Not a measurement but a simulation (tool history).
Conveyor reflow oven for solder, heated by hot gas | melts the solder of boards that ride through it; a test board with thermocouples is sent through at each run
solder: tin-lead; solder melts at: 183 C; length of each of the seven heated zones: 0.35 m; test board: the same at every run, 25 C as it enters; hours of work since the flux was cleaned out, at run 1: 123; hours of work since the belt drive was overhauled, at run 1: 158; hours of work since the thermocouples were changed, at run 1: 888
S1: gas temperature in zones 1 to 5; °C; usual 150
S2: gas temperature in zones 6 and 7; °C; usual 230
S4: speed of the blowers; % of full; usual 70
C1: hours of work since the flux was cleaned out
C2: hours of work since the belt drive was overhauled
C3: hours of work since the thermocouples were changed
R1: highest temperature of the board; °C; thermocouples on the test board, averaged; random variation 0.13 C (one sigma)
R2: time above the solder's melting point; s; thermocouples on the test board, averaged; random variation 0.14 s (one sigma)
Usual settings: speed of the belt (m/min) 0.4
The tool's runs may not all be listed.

run 1 hour=0 | S1=150 S2=230 speed_of_the_belt_(m/min)=0.4 S4=70 | C1=123 C2=158 C3=888 | R1=213.9 R2=82.2
run 2 hour=11.5 | S1=150 S2=230 speed_of_the_belt_(m/min)=0.4 S4=70 | C1=130 C2=165 C3=895 | R1=213.7 R2=82.3
run 3 hour=30.1 | S1=150 S2=230 speed_of_the_belt_(m/min)=0.4 S4=87 | C1=141 C2=176 C3=906 | R1=216.5 R2=86.3
run 4 hour=40.4 | S1=150 S2=230 speed_of_the_belt_(m/min)=0.4 S4=87 | C1=148 C2=182 C3=912 | R1=216.5 R2=86.6
run 5 hour=52.5 | S1=150 S2=230 speed_of_the_belt_(m/min)=0.4 S4=70 | C1=155 C2=189 C3=919 | R1=213.7 R2=82.1
-- hour=71 flux residue cleaned out of gas plates and filters
run 6 hour=72.7 | S1=150 S2=230 speed_of_the_belt_(m/min)=0.327 S4=70 | C1=1 C2=198 C3=928 | R1=218.5 R2=108.9
run 7 hour=92 | S1=150 S2=230 speed_of_the_belt_(m/min)=0.327 S4=70 | C1=13 C2=210 C3=940 | R1=218.3 R2=108.9
run 8 hour=109.8 | S1=150 S2=230 speed_of_the_belt_(m/min)=0.327 S4=70 | C1=23 C2=220 C3=950 | R1=218.5 R2=108.8
run 9 hour=124.7 | S1=150 S2=230 speed_of_the_belt_(m/min)=0.327 S4=70 | C1=32 C2=229 C3=959 | R1=218.3 R2=108.8
run 10 hour=134.3 | S1=150 S2=230 speed_of_the_belt_(m/min)=0.4 S4=55 | C1=38 C2=235 C3=965 | R1=210.4 R2=76.8
-- hour=141 thermocouples of zones 6 and 7 changed
run 11 hour=145.7 | S1=150 S2=230 speed_of_the_belt_(m/min)=0.4 S4=55 | C1=43 C2=240 C3=3 | R1=213.2 R2=80.1
run 12 hour=164.7 | S1=150 S2=230 speed_of_the_belt_(m/min)=0.4 S4=55 | C1=55 C2=252 C3=14 | R1=213.2 R2=80
run 13 hour=175.6 | S1=150 S2=230 speed_of_the_belt_(m/min)=0.4 S4=55 | C1=61 C2=258 C3=21 | R1=212.9 R2=80.1
run 14 hour=190.9 | S1=150 S2=230 speed_of_the_belt_(m/min)=0.4 S4=55 | C1=70 C2=267 C3=30 | R1=212.8 R2=80
run 15 hour=202.5 | S1=150 S2=230 speed_of_the_belt_(m/min)=0.4 S4=55 | C1=77 C2=274 C3=37 | R1=212.8 R2=80.1
run 16 hour=213.7 | S1=150 S2=230 speed_of_the_belt_(m/min)=0.4 S4=55 | C1=84 C2=281 C3=43 | R1=212.8 R2=79.7
run 17 hour=223.3 | S1=150 S2=230 speed_of_the_belt_(m/min)=0.4 S4=55 | C1=90 C2=287 C3=49 | R1=212.7 R2=80.1
run 18 hour=239 | S1=150 S2=230 speed_of_the_belt_(m/min)=0.4 S4=55 | C1=99 C2=296 C3=58 | R1=212.7 R2=79.9
run 19 hour=249.5 | S1=153 S2=230 speed_of_the_belt_(m/min)=0.349 S4=55 | C1=105 C2=302 C3=65 | R1=216.9 R2=100.7
run 20 hour=264.7 | S1=150 S2=236 speed_of_the_belt_(m/min)=0.416 S4=70 | C1=114 C2=311 C3=74 | R1=220.3 R2=85.5
run 21 hour=279.8 | S1=140 S2=234 speed_of_the_belt_(m/min)=0.396 S4=70 | C1=123 C2=320 C3=83 | R1=218.1 R2=82.4
run 22 hour=299.4 | S1=150 S2=230 speed_of_the_belt_(m/min)=0.451 S4=63 | C1=135 C2=332 C3=94 | R1=210.9 R2=68.3
run 23 hour=320.3 | S1=150 S2=230 speed_of_the_belt_(m/min)=0.451 S4=63 | C1=147 C2=345 C3=107 | R1=211.1 R2=68.2
run 24 hour=334.9 | S1=150 S2=230 speed_of_the_belt_(m/min)=0.451 S4=63 | C1=156 C2=353 C3=116 | R1=211 R2=68.1
run 25 hour=345.4 | S1=150 S2=230 speed_of_the_belt_(m/min)=0.4 S4=85 | C1=162 C2=359 C3=122 | R1=218.6 R2=87.9
-- hour=351.8 flux residue cleaned out of gas plates and filters
run 26 hour=359.8 | S1=150 S2=230 speed_of_the_belt_(m/min)=0.4 S4=85 | C1=5 C2=365 C3=127 | R1=218.8 R2=88.7
run 27 hour=369.1 | S1=150 S2=230 speed_of_the_belt_(m/min)=0.4 S4=85 | C1=10 C2=371 C3=133 | R1=218.8 R2=88.5
run 28 hour=387.5 | S1=150 S2=230 speed_of_the_belt_(m/min)=0.4 S4=85 | C1=21 C2=382 C3=144 | R1=218.7 R2=88.4
run 29 hour=408.4 | S1=144 S2=230 speed_of_the_belt_(m/min)=0.409 S4=55 | C1=34 C2=394 C3=156 | R1=210.6 R2=71.8
run 30 hour=422.1 | S1=150 S2=244 speed_of_the_belt_(m/min)=0.412 S4=55 | C1=42 C2=402 C3=165 | R1=223.5 R2=88.7
run 31 hour=437.2 | S1=162 S2=241 speed_of_the_belt_(m/min)=0.321 S4=55 | C1=51 C2=411 C3=174 | R1=229.9 R2=130

Forecast each of these 3 alternatives for the next run:
run A hour=453.2 | S1=154 S2=234 speed_of_the_belt_(m/min)=0.4 S4=70 | C1=60 C2=421 C3=183 | R1=? R2=?
run B hour=453.2 | S1=150 S2=235 speed_of_the_belt_(m/min)=0.4 S4=70 | C1=60 C2=421 C3=183 | R1=? R2=?
run C hour=453.2 | S1=162 S2=228 speed_of_the_belt_(m/min)=0.321 S4=55 | C1=60 C2=421 C3=183 | R1=? R2=?

run=A R1=220.3 R2=91.4
run=B R1=220.6 R2=89.3
run=C R1=218.3 R2=119.8
Without the tool's hidden state the same runs would have given:
run=A R1=221.3 R2=91.7
run=B R1=221.7 R2=89.7
run=C R1=219.3 R2=120
